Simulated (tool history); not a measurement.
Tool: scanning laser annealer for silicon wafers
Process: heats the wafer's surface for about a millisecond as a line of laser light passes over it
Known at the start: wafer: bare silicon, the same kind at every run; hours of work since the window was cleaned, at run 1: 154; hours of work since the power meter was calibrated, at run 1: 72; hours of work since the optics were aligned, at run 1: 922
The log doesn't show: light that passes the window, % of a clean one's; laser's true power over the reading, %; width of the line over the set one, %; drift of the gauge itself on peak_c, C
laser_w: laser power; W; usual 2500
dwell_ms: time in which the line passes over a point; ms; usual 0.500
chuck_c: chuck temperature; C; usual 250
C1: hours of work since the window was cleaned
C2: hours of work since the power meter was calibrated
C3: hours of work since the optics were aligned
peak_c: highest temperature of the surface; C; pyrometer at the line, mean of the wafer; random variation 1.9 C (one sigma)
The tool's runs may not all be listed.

{"run": 1, "hour": 0.0, "laser_w": 2500, "dwell_ms": 0.5, "chuck_c": 250, "C1": 154, "C2": 72, "C3": 922, "peak_c": 1066}
{"run": 2, "hour": 32.9, "laser_w": 2500, "dwell_ms": 0.5, "chuck_c": 250, "C1": 170, "C2": 87, "C3": 938, "peak_c": 1065}
{"run": 3, "hour": 47.0, "laser_w": 2500, "dwell_ms": 0.5, "chuck_c": 250, "C1": 177, "C2": 94, "C3": 945, "peak_c": 1065}
{"run": 4, "hour": 71.7, "laser_w": 2500, "dwell_ms": 0.5, "chuck_c": 250, "C1": 188, "C2": 106, "C3": 956, "peak_c": 1063}
{"run": 5, "hour": 88.9, "laser_w": 2500, "dwell_ms": 0.5, "chuck_c": 221, "C1": 196, "C2": 114, "C3": 964, "peak_c": 1033}
{"run": 6, "hour": 106.8, "laser_w": 2500, "dwell_ms": 0.5, "chuck_c": 221, "C1": 205, "C2": 122, "C3": 973, "peak_c": 1032}
{"run": 7, "hour": 134.8, "laser_w": 2267, "dwell_ms": 0.5, "chuck_c": 250, "C1": 218, "C2": 135, "C3": 986, "peak_c": 973}
{"run": 8, "hour": 163.8, "laser_w": 2267, "dwell_ms": 0.5, "chuck_c": 250, "C1": 232, "C2": 149, "C3": 1000, "peak_c": 972}
{"run": 9, "hour": 196.7, "laser_w": 2267, "dwell_ms": 0.5, "chuck_c": 250, "C1": 247, "C2": 164, "C3": 1015, "peak_c": 973}
{"run": 10, "hour": 214.1, "laser_w": 2267, "dwell_ms": 0.5, "chuck_c": 250, "C1": 255, "C2": 173, "C3": 1023, "peak_c": 972}
{"run": 11, "hour": 231.2, "laser_w": 2248, "dwell_ms": 0.5, "chuck_c": 250, "C1": 263, "C2": 181, "C3": 1031, "peak_c": 965}
{"run": 12, "hour": 259.1, "laser_w": 2248, "dwell_ms": 0.5, "chuck_c": 250, "C1": 277, "C2": 194, "C3": 1044, "peak_c": 960}
{"run": 13, "hour": 278.6, "laser_w": 2248, "dwell_ms": 0.5, "chuck_c": 250, "C1": 286, "C2": 203, "C3": 1054, "peak_c": 964}
{"run": 14, "hour": 306.3, "laser_w": 2248, "dwell_ms": 0.5, "chuck_c": 250, "C1": 299, "C2": 216, "C3": 1067, "peak_c": 962}
{"hour": 321.8, "done": "window over the wafer cleaned"}
{"run": 15, "hour": 333.1, "laser_w": 2500, "dwell_ms": 0.5, "chuck_c": 250, "C1": 5, "C2": 228, "C3": 1078, "peak_c": 1075}
{"run": 16, "hour": 356.7, "laser_w": 2500, "dwell_ms": 0.5, "chuck_c": 250, "C1": 16, "C2": 239, "C3": 1089, "peak_c": 1071}
{"run": 17, "hour": 371.1, "laser_w": 2500, "dwell_ms": 0.5, "chuck_c": 250, "C1": 23, "C2": 246, "C3": 1096, "peak_c": 1072}
{"run": 18, "hour": 387.1, "laser_w": 2500, "dwell_ms": 0.5, "chuck_c": 250, "C1": 31, "C2": 253, "C3": 1104, "peak_c": 1072}
{"run": 19, "hour": 402.2, "laser_w": 2500, "dwell_ms": 0.5, "chuck_c": 250, "C1": 38, "C2": 260, "C3": 1111, "peak_c": 1072}
{"run": 20, "hour": 434.8, "laser_w": 2500, "dwell_ms": 0.5, "chuck_c": 250, "C1": 53, "C2": 276, "C3": 1126, "peak_c": 1067}
{"run": 21, "hour": 454.3, "laser_w": 2500, "dwell_ms": 0.469, "chuck_c": 237, "C1": 62, "C2": 285, "C3": 1136, "peak_c": 1029}
{"run": 22, "hour": 474.8, "laser_w": 2500, "dwell_ms": 0.469, "chuck_c": 237, "C1": 72, "C2": 295, "C3": 1145, "peak_c": 1030}
{"run": 23, "hour": 497.2, "laser_w": 2500, "dwell_ms": 0.363, "chuck_c": 229, "C1": 83, "C2": 305, "C3": 1156, "peak_c": 930}
{"run": 24, "hour": 519.7, "laser_w": 2500, "dwell_ms": 0.5, "chuck_c": 248, "C1": 93, "C2": 316, "C3": 1166, "peak_c": 1066}
{"run": 25, "hour": 551.9, "laser_w": 2177, "dwell_ms": 0.547, "chuck_c": 248, "C1": 108, "C2": 331, "C3": 1181, "peak_c": 974}
{"run": 26, "hour": 573.9, "laser_w": 2177, "dwell_ms": 0.547, "chuck_c": 248, "C1": 119, "C2": 341, "C3": 1192, "peak_c": 973}
{"run": 27, "hour": 593.7, "laser_w": 2408, "dwell_ms": 0.414, "chuck_c": 230, "C1": 128, "C2": 351, "C3": 1201, "peak_c": 940}
{"run": 28, "hour": 612.3, "laser_w": 2414, "dwell_ms": 0.417, "chuck_c": 273, "C1": 137, "C2": 359, "C3": 1210, "peak_c": 985}
{"run": 29, "hour": 642.4, "laser_w": 2689, "dwell_ms": 0.5, "chuck_c": 250, "C1": 151, "C2": 374, "C3": 1224, "peak_c": 1129}
{"run": 30, "hour": 670.8, "laser_w": 2389, "dwell_ms": 0.5, "chuck_c": 282, "C1": 164, "C2": 387, "C3": 1238, "peak_c": 1049}
{"run": 31, "hour": 691.3, "laser_w": 2389, "dwell_ms": 0.5, "chuck_c": 282, "C1": 174, "C2": 397, "C3": 1247, "peak_c": 1047}
{"run": 32, "hour": 714.4, "laser_w": 2389, "dwell_ms": 0.5, "chuck_c": 282, "C1": 185, "C2": 407, "C3": 1258, "peak_c": 1048}
{"run": 33, "hour": 739.1, "laser_w": 2525, "dwell_ms": 0.483, "chuck_c": 265, "C1": 197, "C2": 419, "C3": 1270, "peak_c": 1066}
{"run": 34, "hour": 753.9, "laser_w": 2274, "dwell_ms": 0.501, "chuck_c": 242, "C1": 204, "C2": 426, "C3": 1277, "peak_c": 963}
{"run": 35, "hour": 770.7, "laser_w": 2553, "dwell_ms": 0.492, "chuck_c": 278, "C1": 212, "C2": 434, "C3": 1285, "peak_c": 1097}
{"run": 36, "hour": 801.2, "laser_w": 2553, "dwell_ms": 0.492, "chuck_c": 278, "C1": 226, "C2": 448, "C3": 1299, "peak_c": 1094}
{"run": 37, "hour": 828.7, "laser_w": 2553, "dwell_ms": 0.492, "chuck_c": 278, "C1": 239, "C2": 461, "C3": 1312, "peak_c": 1092}
{"run": 38, "hour": 858.9, "laser_w": 2370, "dwell_ms": 0.6, "chuck_c": 278, "C1": 253, "C2": 476, "C3": 1326, "peak_c": 1103}
{"run": 39, "hour": 873.1, "laser_w": 2678, "dwell_ms": 0.525, "chuck_c": 278, "C1": 260, "C2": 482, "C3": 1333, "peak_c": 1163}
{"run": 40, "hour": 901.4, "laser_w": 2678, "dwell_ms": 0.525, "chuck_c": 278, "C1": 273, "C2": 496, "C3": 1346, "peak_c": 1163}

4 ways to go on from here, each from the tool as it stands after run 40. What would each give?
{"run": "A", "hour": 916.2, "laser_w": 2500, "dwell_ms": 0.5, "chuck_c": 245, "C1": 280, "C2": 503, "C3": 1353, "peak_c": "?"}
{"run": "B", "hour": 916.2, "laser_w": 2480, "dwell_ms": 0.525, "chuck_c": 287, "C1": 280, "C2": 503, "C3": 1353, "peak_c": "?"}
{"run": "C", "hour": 916.2, "laser_w": 2473, "dwell_ms": 0.442, "chuck_c": 250, "C1": 280, "C2": 503, "C3": 1353, "peak_c": "?"}
{"run": "D", "hour": 916.2, "laser_w": 2303, "dwell_ms": 0.371, "chuck_c": 278, "C1": 280, "C2": 503, "C3": 1353, "peak_c": "?"}

run=A peak_c=1044
run=B peak_c=1097
run=C peak_c=995
run=D peak_c=908
Without the tool's hidden state the same runs would have given:
run=A peak_c=1089
run=B peak_c=1143
run=C peak_c=1037
run=D peak_c=944

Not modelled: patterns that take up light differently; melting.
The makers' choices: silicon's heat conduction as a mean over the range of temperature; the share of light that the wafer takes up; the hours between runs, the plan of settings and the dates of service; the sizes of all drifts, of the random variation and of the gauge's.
